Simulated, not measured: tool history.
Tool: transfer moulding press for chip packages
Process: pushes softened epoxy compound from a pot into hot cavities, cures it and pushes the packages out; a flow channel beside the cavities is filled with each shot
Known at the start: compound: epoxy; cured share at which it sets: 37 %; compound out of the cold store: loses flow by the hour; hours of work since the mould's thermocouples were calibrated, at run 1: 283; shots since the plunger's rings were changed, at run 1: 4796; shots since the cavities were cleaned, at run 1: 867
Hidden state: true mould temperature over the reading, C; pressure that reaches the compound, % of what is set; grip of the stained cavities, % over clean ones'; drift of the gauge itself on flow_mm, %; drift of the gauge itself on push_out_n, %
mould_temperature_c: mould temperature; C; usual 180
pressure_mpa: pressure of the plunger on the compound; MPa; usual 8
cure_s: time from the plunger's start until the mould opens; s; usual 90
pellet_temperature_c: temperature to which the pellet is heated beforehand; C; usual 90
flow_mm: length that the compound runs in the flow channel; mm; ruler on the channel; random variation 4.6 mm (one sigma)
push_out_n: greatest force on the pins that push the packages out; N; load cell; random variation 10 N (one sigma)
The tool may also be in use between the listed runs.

| run | hour | mould_temperature_c | pressure_mpa | cure_s | pellet_temperature_c | hours of work since the mould's thermocouples were calibrated | shots since the plunger's rings were changed | shots since the cavities were cleaned | incoming compound's hours out of the cold store | flow_mm | push_out_n |
|---|---|---|---|---|---|---|---|---|---|---|---|
| 1 | 0 | 180 | 8 | 90 | 90 | 283 | 4796 | 867 | 41.6 | 499 | 473 |
| 2 | 4.6 | 180 | 8 | 90 | 90 | 286 | 4872 | 943 | 18.9 | 556 | 492 |
|  | 9.2 | cavities cleaned with cleaning compound and waxed |
| 3 | 14.5 | 180 | 8 | 90 | 90 | 293 | 5011 | 88 | 32.2 | 533 | 461 |
| 4 | 20.3 | 180 | 8 | 88 | 90 | 298 | 5108 | 185 | 15.4 | 573 | 512 |
| 5 | 25.5 | 180 | 8 | 90 | 90 | 302 | 5195 | 272 | 23.6 | 549 | 464 |
| 6 | 32.8 | 180 | 8 | 90 | 90 | 307 | 5315 | 392 | 15.9 | 568 | 469 |
| 7 | 39.6 | 180 | 8 | 90 | 84 | 313 | 5428 | 505 | 12.2 | 587 | 489 |
| 8 | 46.3 | 180 | 8 | 90 | 84 | 318 | 5539 | 616 | 24 | 548 | 475 |
| 9 | 55.6 | 180 | 8 | 90 | 84 | 326 | 5693 | 770 | 8.7 | 581 | 515 |
| 10 | 65.4 | 180 | 8 | 90 | 84 | 333 | 5856 | 933 | 38.9 | 507 | 452 |
|  | 70.2 | cavities cleaned with cleaning compound and waxed |
| 11 | 74.9 | 180 | 8 | 90 | 84 | 340 | 5989 | 78 | 16.6 | 576 | 497 |
| 12 | 80.2 | 180 | 8 | 90 | 90 | 344 | 6077 | 166 | 10.5 | 574 | 480 |
|  | 84.7 | plunger's sealing rings changed |
| 13 | 88.3 | 180 | 8 | 90 | 90 | 348 | 60 | 260 | 29.8 | 532 | 454 |
| 14 | 96.4 | 180 | 8 | 90 | 90 | 355 | 193 | 393 | 8 | 593 | 478 |
| 15 | 100.6 | 180 | 8.61 | 90 | 90 | 358 | 264 | 464 | 25.7 | 563 | 477 |
| 16 | 108.9 | 177 | 8.82 | 105 | 90 | 365 | 402 | 602 | 28.7 | 571 | 426 |
| 17 | 113.4 | 178 | 7.27 | 127 | 90 | 368 | 475 | 675 | 29.9 | 515 | 345 |
| 18 | 120.1 | 184 | 7.05 | 116 | 82 | 374 | 588 | 788 | 21.7 | 507 | 344 |
| 19 | 125.9 | 182 | 7.88 | 123 | 82 | 378 | 684 | 884 | 30.9 | 515 | 344 |
|  | 133.7 | cavities cleaned with cleaning compound and waxed |
| 20 | 135.6 | 181 | 9.94 | 123 | 82 | 385 | 820 | 32 | 38 | 574 | 335 |
| 21 | 140.7 | 181 | 6.02 | 120 | 82 | 389 | 904 | 116 | 11.9 | 504 | 352 |
| 22 | 145 | 175 | 8 | 90 | 88 | 392 | 975 | 187 | 19.2 | 567 | 701 |
| 23 | 154.5 | 175 | 8 | 90 | 88 | 400 | 1134 | 346 | 22.3 | 570 | 676 |
| 24 | 161.7 | 179 | 7.64 | 85 | 91 | 405 | 1253 | 465 | 45.1 | 488 | 502 |
| 25 | 169.7 | 179 | 8 | 128 | 93 | 412 | 1386 | 598 | 14.2 | 581 | 359 |
| 26 | 179.1 | 178 | 8 | 90 | 92 | 419 | 1543 | 755 | 44.3 | 504 | 498 |
| 27 | 186.5 | 178 | 8 | 90 | 92 | 425 | 1666 | 878 | 29.9 | 536 | 521 |

How the hidden state differs across the entries between the runs, from the last listed run before each to the first after it:
Between runs 2 and 3: cavities cleaned with cleaning compound and waxed (hour 9.2)
  grip of the stained cavities, % over clean ones': 0.7 -> 0.2
Between runs 10 and 11: cavities cleaned with cleaning compound and waxed (hour 70.2)
  pressure that reaches the compound, % of what is set: 99.85 -> 99.84; grip of the stained cavities, % over clean ones': 0.7 -> 0.2
Between runs 12 and 13: plunger's sealing rings changed (hour 84.7)
  pressure that reaches the compound, % of what is set: 99.84 -> 100; grip of the stained cavities, % over clean ones': 0.3 -> 0.4
Between runs 19 and 20: cavities cleaned with cleaning compound and waxed (hour 133.7)
  grip of the stained cavities, % over clean ones': 0.7 -> 0.1
